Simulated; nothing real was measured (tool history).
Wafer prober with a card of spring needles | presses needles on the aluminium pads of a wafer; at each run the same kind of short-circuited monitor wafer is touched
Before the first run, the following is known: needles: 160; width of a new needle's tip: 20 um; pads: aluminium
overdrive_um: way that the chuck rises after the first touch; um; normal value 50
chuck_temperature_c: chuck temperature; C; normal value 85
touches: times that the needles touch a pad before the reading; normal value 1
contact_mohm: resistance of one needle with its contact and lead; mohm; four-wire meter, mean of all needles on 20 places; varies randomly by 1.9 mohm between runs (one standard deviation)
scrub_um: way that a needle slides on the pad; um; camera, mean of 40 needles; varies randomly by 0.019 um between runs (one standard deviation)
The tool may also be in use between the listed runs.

run    hour  overdrive_um  chuck_temperature_c  touches  contact_mohm  scrub_um
  1       0            50                   85        1           250     11.35
       14.2  -- tips cleaned on abrasive film
       33.4  -- tips cleaned on abrasive film
  2    40.5            50                   85        1           266     11.32
       53.8  -- tips cleaned on abrasive film
       72.1  -- tips cleaned on abrasive film
       91.7  -- tips cleaned on abrasive film
  3    97.4            50                   85        1           263     11.26
      111.9  -- tips cleaned on abrasive film
      131.4  -- tips cleaned on abrasive film
  4   142.3            50                   60        1           297     11.24
      149.5  -- tips cleaned on abrasive film
      169.1  -- tips cleaned on abrasive film
      187.4  -- tips cleaned on abrasive film
  5   187.4            50                   60        1           205     11.16
      207.5  -- tips cleaned on abrasive film
        227  -- tips cleaned on abrasive film
  6   231.9            50                   60        1           257     11.18
      247.6  -- tips cleaned on abrasive film
      265.8  -- tips cleaned on abrasive film
  7   265.8            50                   85        2           209     11.13
      286.1  -- tips cleaned on abrasive film
  8   302.9            50                   85        2           272     11.13
      307.5  -- tips cleaned on abrasive film
      327.5  -- tips cleaned on abrasive film
      349.8  -- tips cleaned on abrasive film
  9   350.3            50                   85        2           206     11.03
      368.8  -- tips cleaned on abrasive film
      390.8  -- tips cleaned on abrasive film
      399.2  -- height of the first contact set anew
 10   402.8            50                  118        2           265     11.37
      411.4  -- tips cleaned on abrasive film
      432.2  -- tips cleaned on abrasive film
 11   436.5            50                  118        2           236     11.32
      453.4  -- tips cleaned on abrasive film
      471.6  -- tips cleaned on abrasive film
 12   471.6            50                  118        2           214     11.29
      492.2  -- tips cleaned on abrasive film
      511.4  -- tips cleaned on abrasive film
 13     515            50                   85        1           245     11.27
      531.1  -- tips cleaned on abrasive film
      549.3  -- tips cleaned on abrasive film
 14   559.6            43                   85        1           335      9.61
      568.4  -- tips cleaned on abrasive film
      588.6  -- tips cleaned on abrasive film
 15   596.4            43                   85        1           325      9.61
      606.9  -- tips cleaned on abrasive film
 16   622.4            52                   68        2           269     11.62
      625.9  -- tips cleaned on abrasive film
        644  -- tips cleaned on abrasive film
      662.5  -- tips cleaned on abrasive film
 17   679.4            43                   94        2           308      9.53
      683.7  -- tips cleaned on abrasive film
      704.4  -- tips cleaned on abrasive film
 18   708.6            33                   94        1           348      7.21
      724.1  -- tips cleaned on abrasive film
      743.5  -- tips cleaned on abrasive film
 19   746.6            52                   26        1           234     11.51
      761.6  -- tips cleaned on abrasive film
      782.2  -- tips cleaned on abrasive film
 20   785.3            52                   26        1           219     11.49
      802.4  -- tips cleaned on abrasive film
      817.8  -- height of the first contact set anew
      821.5  -- tips cleaned on abrasive film
 21   835.7            41                   47        1           382       9.3
      843.3  -- tips cleaned on abrasive film
      862.5  -- tips cleaned on abrasive film
 22   875.3            43                   40        1           354      9.72
      881.4  -- tips cleaned on abrasive film
      902.2  -- tips cleaned on abrasive film
      922.8  -- tips cleaned on abrasive film
 23   932.9            48                   85        1           303     10.81
      941.6  -- tips cleaned on abrasive film
 24     957            52                  121        1           318     11.72
      960.3  -- tips cleaned on abrasive film
        980  -- tips cleaned on abrasive film
 25   994.6            52                  121        1           320     11.68
      998.5  -- tips cleaned on abrasive film
     1016.7  -- tips cleaned on abrasive film
 26  1029.9            50                   64        2           271     11.18
     1037.2  -- tips cleaned on abrasive film
     1058.7  -- tips cleaned on abrasive film
     1078.7  -- tips cleaned on abrasive film
 27  1086.5            61                   26        2           226     13.65
     1097.5  -- tips cleaned on abrasive film
     1117.5  -- tips cleaned on abrasive film
 28  1118.1            61                   26        2           191     13.61
     1137.5  -- tips cleaned on abrasive film
     1155.7  -- tips cleaned on abrasive film
 29  1155.7            61                   26        2           186     13.58

Predict each of these 3 candidate next runs independently; none follows another, all start after run 29:
     1175.5  -- tips cleaned on abrasive film
     1195.4  -- tips cleaned on abrasive film
  A  1205.9            56                   31        2             ?         ?
     1175.5  -- tips cleaned on abrasive film
     1195.4  -- tips cleaned on abrasive film
  B  1205.9            48                   26        2             ?         ?
     1175.5  -- tips cleaned on abrasive film
     1195.4  -- tips cleaned on abrasive film
  C  1205.9            38                   29        2             ?         ?

run  contact_mohm  scrub_um
  A           240      12.4
  B           269      10.6
  C           325      8.28
With the hidden condition removed and each run's random variation left untouched, the same runs would have given:
run  contact_mohm  scrub_um
  A           177     12.76
  B           184     10.97
  C           192      8.65
